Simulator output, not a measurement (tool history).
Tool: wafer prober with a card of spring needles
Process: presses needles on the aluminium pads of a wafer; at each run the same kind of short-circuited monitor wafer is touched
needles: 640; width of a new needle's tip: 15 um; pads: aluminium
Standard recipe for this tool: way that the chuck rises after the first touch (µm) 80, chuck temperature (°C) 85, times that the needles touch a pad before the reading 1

run,day,way that the chuck rises after the first touch (µm),chuck temperature (°C),times that the needles touch a pad before the reading,resistance of one needle with its contact and lead (mohm),way that a needle slides on the pad (µm)
1,0.000,80,85,1,269,10.17
# day 0.175: tips cleaned on abrasive film
# day 0.683: tips cleaned on abrasive film
2,0.821,80,85,1,254,10.15
# day 1.092: tips cleaned on abrasive film
# day 1.588: tips cleaned on abrasive film
# day 2.050: tips cleaned on abrasive film
3,2.175,80,85,1,257,10.02
# day 2.483: tips cleaned on abrasive film
# day 2.917: tips cleaned on abrasive film
# day 3.396: tips cleaned on abrasive film
4,3.675,80,85,1,279,9.95
# day 3.850: tips cleaned on abrasive film
# day 4.271: tips cleaned on abrasive film
# day 4.746: tips cleaned on abrasive film
5,5.000,80,85,1,271,10.01
# day 5.204: tips cleaned on abrasive film
# day 5.708: tips cleaned on abrasive film
# day 6.175: tips cleaned on abrasive film
6,6.338,80,97,1,272,9.96
# day 6.625: tips cleaned on abrasive film
# day 7.071: tips cleaned on abrasive film
7,7.350,92,85,1,263,11.53
# day 7.554: tips cleaned on abrasive film
# day 8.058: tips cleaned on abrasive film
8,8.458,92,85,1,270,11.42
# day 8.562: tips cleaned on abrasive film
# day 8.575: height of the first contact set anew
# day 9.004: tips cleaned on abrasive film
9,9.167,92,85,1,252,11.32
# day 9.488: tips cleaned on abrasive film
# day 9.958: tips cleaned on abrasive film
# day 10.429: tips cleaned on abrasive film
10,10.733,98,29,3,225,12.00
# day 10.883: tips cleaned on abrasive film
# day 11.300: tips cleaned on abrasive film
# day 11.708: tips cleaned on abrasive film
11,12.071,61,33,1,334,7.20
# day 12.175: tips cleaned on abrasive film
# day 12.638: tips cleaned on abrasive film
# day 13.121: tips cleaned on abrasive film
# day 13.612: tips cleaned on abrasive film
12,13.638,65,26,1,232,7.66
# day 13.850: height of the first contact set anew, once more
# day 14.129: tips cleaned on abrasive film
# day 14.575: tips cleaned on abrasive film
13,14.900,99,85,2,243,12.68
# day 15.075: tips cleaned on abrasive film
# day 15.538: tips cleaned on abrasive film
# day 16.025: tips cleaned on abrasive film
14,16.375,99,85,2,244,12.64
# day 16.475: tips cleaned on abrasive film
# day 16.979: tips cleaned on abrasive film
# day 17.475: tips cleaned on abrasive film
15,17.625,99,85,2,238,12.56
# day 17.892: tips cleaned on abrasive film
# day 18.346: tips cleaned on abrasive film
16,18.358,97,123,1,234,12.37

Each row is a separate what-if for the run after 16, all from the same tool condition, not one after another. Results?
# day 18.825: tips cleaned on abrasive film
# day 19.300: tips cleaned on abrasive film
A,19.692,98,61,1,?,?
# day 18.825: tips cleaned on abrasive film
# day 19.300: tips cleaned on abrasive film
B,19.692,70,85,1,?,?
# day 18.825: tips cleaned on abrasive film
# day 19.300: tips cleaned on abrasive film
C,19.692,80,85,1,?,?
# day 18.825: tips cleaned on abrasive film
# day 19.300: tips cleaned on abrasive film
D,19.692,80,85,2,?,?
# day 18.825: tips cleaned on abrasive film
# day 19.300: tips cleaned on abrasive film
E,19.692,73,123,1,?,?

run,resistance of one needle with its contact and lead (mohm),way that a needle slides on the pad (µm)
A,265,12.38
B,308,8.81
C,289,10.09
D,258,10.09
E,306,9.18
Without the tool's hidden state the same runs would have given:
run,resistance of one needle with its contact and lead (mohm),way that a needle slides on the pad (µm)
A,213,12.56
B,221,8.99
C,220,10.26
D,216,10.27
E,230,9.36
